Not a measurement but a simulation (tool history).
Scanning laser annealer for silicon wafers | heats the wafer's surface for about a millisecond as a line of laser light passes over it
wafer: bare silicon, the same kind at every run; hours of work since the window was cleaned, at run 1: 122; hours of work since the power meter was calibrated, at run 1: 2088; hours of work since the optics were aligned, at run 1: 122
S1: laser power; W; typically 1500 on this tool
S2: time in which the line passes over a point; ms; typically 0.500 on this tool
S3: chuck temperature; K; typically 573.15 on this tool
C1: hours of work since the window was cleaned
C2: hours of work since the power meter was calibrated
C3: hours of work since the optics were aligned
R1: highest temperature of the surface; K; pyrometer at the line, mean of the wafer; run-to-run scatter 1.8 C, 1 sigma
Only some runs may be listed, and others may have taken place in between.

run,hour,S1,S2,S3,C1,C2,C3,R1
1,0.0,1500,0.500,573.15,122,2088,122,1325.15
2,54.1,1500,0.500,573.15,165,2131,165,1323.15
3,144.9,1500,0.500,573.15,237,2203,237,1312.15
4,208.3,1500,0.500,573.15,287,2253,287,1309.15
5,278.4,1500,0.500,573.15,343,2309,343,1304.15
6,371.3,1500,0.500,573.15,417,2383,417,1292.15
7,432.0,1500,0.500,573.15,465,2431,465,1291.15
# hour 515.5: window over the wafer cleaned
8,525.6,1500,0.500,573.15,8,2504,538,1324.15
9,565.6,1500,0.500,573.15,40,2535,570,1322.15
10,617.6,1500,0.500,573.15,81,2577,611,1318.15
11,679.2,1500,0.500,608.15,130,2626,660,1347.15
12,756.0,1500,0.500,608.15,191,2687,721,1342.15
13,830.0,1500,0.500,608.15,250,2745,780,1336.15
14,874.3,1500,0.500,608.15,285,2781,815,1333.15
15,946.0,1500,0.500,608.15,342,2838,872,1326.15
16,1031.5,1500,0.376,608.15,410,2906,940,1225.15
17,1095.5,1412,0.519,590.15,461,2956,991,1255.15
18,1150.5,1474,0.374,573.15,504,3000,1034,1164.15
# hour 1185.4: window over the wafer cleaned
19,1217.0,1474,0.374,573.15,25,3051,1085,1198.15
# hour 1268.2: optics aligned, line set to its width
20,1280.6,1474,0.412,609.15,72,3098,10,1273.15
21,1339.0,1474,0.412,609.15,118,3144,56,1272.15
22,1383.8,1474,0.412,609.15,154,3180,92,1272.15
23,1468.8,1474,0.412,609.15,221,3247,159,1260.15
24,1552.3,1474,0.490,585.15,287,3314,226,1294.15
25,1630.0,1507,0.490,585.15,349,3375,287,1307.15
26,1680.4,1518,0.470,585.15,389,3415,327,1295.15

What if the next run were any one of these 4? Each begins from the tool's condition after run 26:
A,1760.6,1518,0.470,536.15,453,3479,391,?
B,1760.6,1518,0.534,583.15,453,3479,391,?
C,1760.6,1500,0.469,573.15,453,3479,391,?
D,1760.6,1295,0.460,557.15,453,3479,391,?

run,R1
A,1240.15
B,1336.15
C,1263.15
D,1119.15
The same runs, with their run-to-run variation unchanged, on a tool lacking any hidden condition would have given:
run,R1
A,1291.15
B,1390.15
C,1313.15
D,1160.15
